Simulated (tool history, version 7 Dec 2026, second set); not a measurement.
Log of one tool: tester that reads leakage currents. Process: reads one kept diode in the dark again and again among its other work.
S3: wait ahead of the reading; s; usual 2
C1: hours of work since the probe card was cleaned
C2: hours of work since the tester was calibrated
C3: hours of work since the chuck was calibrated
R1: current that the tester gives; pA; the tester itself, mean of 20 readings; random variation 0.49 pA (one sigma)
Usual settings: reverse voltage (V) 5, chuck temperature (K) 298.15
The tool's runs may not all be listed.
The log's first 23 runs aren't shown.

{"run": 24, "hour": 1717.4, "reverse voltage (V)": 2.92, "chuck temperature (K)": 293.15, "S3": 2.43, "C1": 3197, "C2": 1822, "C3": 1170, "R1": 76.31}
{"run": 25, "hour": 1790.0, "reverse voltage (V)": 2.92, "chuck temperature (K)": 293.15, "S3": 2.43, "C1": 3246, "C2": 1871, "C3": 1219, "R1": 75.91}
{"run": 26, "hour": 1873.6, "reverse voltage (V)": 2.92, "chuck temperature (K)": 293.15, "S3": 2.43, "C1": 3302, "C2": 1927, "C3": 1276, "R1": 75.33}
{"run": 27, "hour": 1976.7, "reverse voltage (V)": 5, "chuck temperature (K)": 322.15, "S3": 3.33, "C1": 3372, "C2": 1997, "C3": 1346, "R1": 872.06}
{"run": 28, "hour": 2078.6, "reverse voltage (V)": 4.55, "chuck temperature (K)": 298.15, "S3": 0.65, "C1": 3441, "C2": 2066, "C3": 1415, "R1": 145.12}
{"run": 29, "hour": 2138.1, "reverse voltage (V)": 3.4, "chuck temperature (K)": 298.15, "S3": 0.32, "C1": 3481, "C2": 2106, "C3": 1455, "R1": 121.42}
{"run": 30, "hour": 2201.1, "reverse voltage (V)": 5.28, "chuck temperature (K)": 318.15, "S3": 2.84, "C1": 3524, "C2": 2149, "C3": 1497, "R1": 671.36}
{"run": 31, "hour": 2261.1, "reverse voltage (V)": 15.48, "chuck temperature (K)": 298.15, "S3": 2, "C1": 3565, "C2": 2190, "C3": 1538, "R1": 313.38}
{"run": 32, "hour": 2315.1, "reverse voltage (V)": 2.03, "chuck temperature (K)": 298.15, "S3": 0.47, "C1": 3601, "C2": 2226, "C3": 1575, "R1": 87.1}
{"run": 33, "hour": 2375.2, "reverse voltage (V)": 3.33, "chuck temperature (K)": 298.15, "S3": 4.85, "C1": 3642, "C2": 2267, "C3": 1615, "R1": 116.64}

Forecast run 34:
{"run": 34, "hour": 2438.5, "reverse voltage (V)": 2.79, "chuck temperature (K)": 322.15, "S3": 2.8, "C1": 3685, "C2": 2310, "C3": 1658, "R1": "?"}

R1: 594.22 pA
Without the tool's hidden state the same run would have given R1 687.61 pA.
